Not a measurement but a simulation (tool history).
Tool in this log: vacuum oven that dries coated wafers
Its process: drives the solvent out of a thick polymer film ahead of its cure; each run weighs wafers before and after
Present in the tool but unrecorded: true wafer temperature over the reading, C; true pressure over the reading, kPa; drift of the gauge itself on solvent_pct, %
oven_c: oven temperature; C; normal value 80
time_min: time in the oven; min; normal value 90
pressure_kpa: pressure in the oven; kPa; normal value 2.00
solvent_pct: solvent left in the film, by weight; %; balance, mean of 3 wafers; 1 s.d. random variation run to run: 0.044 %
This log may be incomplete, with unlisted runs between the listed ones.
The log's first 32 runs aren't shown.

run	day	oven_c	time_min	pressure_kpa	hours of work since the thermocouples were calibrated	hours of work since the vacuum gauge was cleaned of residue	solvent_pct
33	47.775	80	90	3.87	314	1149	4.01
34	49.021	80	90	1.59	326	1161	2.06
35	50.842	88	90	7.49	343	1178	4.96
36	51.804	73	78	1.84	353	1187	3.81
37	53.421	78	136	4.43	368	1203	4.63
38	54.917	90	79	4.43	383	1218	2.91
39	56.704	90	52	5.11	400	1235	3.65
40	58.592	78	52	7.68	418	1253	8.35
41	60.296	87	144	4.00	435	1270	2.92
42	62.204	87	144	4.00	453	1288	2.86
43	64.108	87	144	4.00	472	1306	2.82
44	65.862	73	59	2.20	489	1323	5.02

Alternative continuations, all from the tool just after run 44; predict every row:
A	67.208	91	110	2.20	502	1336	?
B	67.208	81	59	2.20	502	1336	?
C	67.208	78	56	2.20	502	1336	?
D	67.208	83	90	2.00	502	1336	?
E	67.208	73	83	1.70	502	1336	?

run	solvent_pct
A	1.53
B	3.20
C	3.96
D	2.13
E	3.57
What these runs would have given with no unlogged condition in the tool:
run	solvent_pct
A	1.17
B	2.65
C	3.36
D	1.62
E	2.84

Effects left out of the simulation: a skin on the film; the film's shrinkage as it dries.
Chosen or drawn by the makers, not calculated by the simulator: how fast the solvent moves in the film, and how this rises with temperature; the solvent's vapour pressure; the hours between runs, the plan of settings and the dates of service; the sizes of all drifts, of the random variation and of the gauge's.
